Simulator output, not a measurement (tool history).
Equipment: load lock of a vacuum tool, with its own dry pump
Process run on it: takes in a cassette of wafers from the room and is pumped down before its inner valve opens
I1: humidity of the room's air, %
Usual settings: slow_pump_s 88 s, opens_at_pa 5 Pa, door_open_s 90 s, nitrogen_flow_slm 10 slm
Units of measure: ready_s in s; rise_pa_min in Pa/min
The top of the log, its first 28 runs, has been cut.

Run 29, hour 3123.8: usual settings but slow_pump_s 103 s, opens_at_pa 4 Pa, door_open_s 199 s, nitrogen_flow_slm 13 slm; I1 42.3. Result: ready_s 163.1 s, rise_pa_min 0.215 Pa/min.
Run 30, hour 3223.4: usual settings but slow_pump_s 66 s, opens_at_pa 4 Pa, door_open_s 199 s, nitrogen_flow_slm 26 slm; I1 47.6. Result: ready_s 133.8 s, rise_pa_min 0.212 Pa/min.
Run 31, hour 3287.9: usual settings but slow_pump_s 66 s, opens_at_pa 4 Pa, door_open_s 199 s, nitrogen_flow_slm 26 slm; I1 47.8. Result: ready_s 133.8 s, rise_pa_min 0.208 Pa/min.
Run 32, hour 3392.9: usual settings but slow_pump_s 67 s, opens_at_pa 7 Pa, door_open_s 114 s, nitrogen_flow_slm 26 slm; I1 41.1. Result: ready_s 129.7 s, rise_pa_min 0.208 Pa/min.
Run 33, hour 3455.1: usual settings but slow_pump_s 122 s, opens_at_pa 7 Pa, door_open_s 65 s, nitrogen_flow_slm 26 slm; I1 47.1. Result: ready_s 172.3 s, rise_pa_min 0.213 Pa/min.
Run 34, hour 3560.4: usual settings but slow_pump_s 50 s, door_open_s 106 s; I1 45.6. Result: ready_s 120.4 s, rise_pa_min 0.224 Pa/min.
Run 35, hour 3652.4: usual settings but slow_pump_s 63 s, door_open_s 106 s, nitrogen_flow_slm 5 slm; I1 43.2. Result: ready_s 129.1 s, rise_pa_min 0.239 Pa/min.
Run 36, hour 3771.1: usual settings but slow_pump_s 63 s, door_open_s 106 s, nitrogen_flow_slm 5 slm; I1 43.1. Result: ready_s 129.3 s, rise_pa_min 0.249 Pa/min.

Each row is a separate what-if for the run after 36, all from the same tool condition, not one after another. Results?
Run A, hour 3904.1: usual settings but slow_pump_s 63 s, opens_at_pa 7 Pa, door_open_s 106 s, nitrogen_flow_slm 19 slm; I1 41.7. Result: ready_s ?, rise_pa_min ?.
Run B, hour 3904.1: usual settings but slow_pump_s 63 s, opens_at_pa 8 Pa, door_open_s 106 s, nitrogen_flow_slm 5 slm; I1 43.1. Result: ready_s ?, rise_pa_min ?.
Run C, hour 3904.1: usual settings but slow_pump_s 47 s, door_open_s 126 s, nitrogen_flow_slm 5 slm; I1 43.8. Result: ready_s ?, rise_pa_min ?.
Run D, hour 3904.1: usual settings but door_open_s 106 s, nitrogen_flow_slm 13 slm; I1 46.1. Result: ready_s ?, rise_pa_min ?.

run  ready_s  rise_pa_min
  A    126.8        0.242
  B    124.7        0.255
  C    117.5        0.255
  D    147.1        0.247
Had the tool no hidden state, the same runs would have come out as:
run  ready_s  rise_pa_min
  A    123.6        0.018
  B    121.6         0.03
  C      114        0.033
  D      144        0.021

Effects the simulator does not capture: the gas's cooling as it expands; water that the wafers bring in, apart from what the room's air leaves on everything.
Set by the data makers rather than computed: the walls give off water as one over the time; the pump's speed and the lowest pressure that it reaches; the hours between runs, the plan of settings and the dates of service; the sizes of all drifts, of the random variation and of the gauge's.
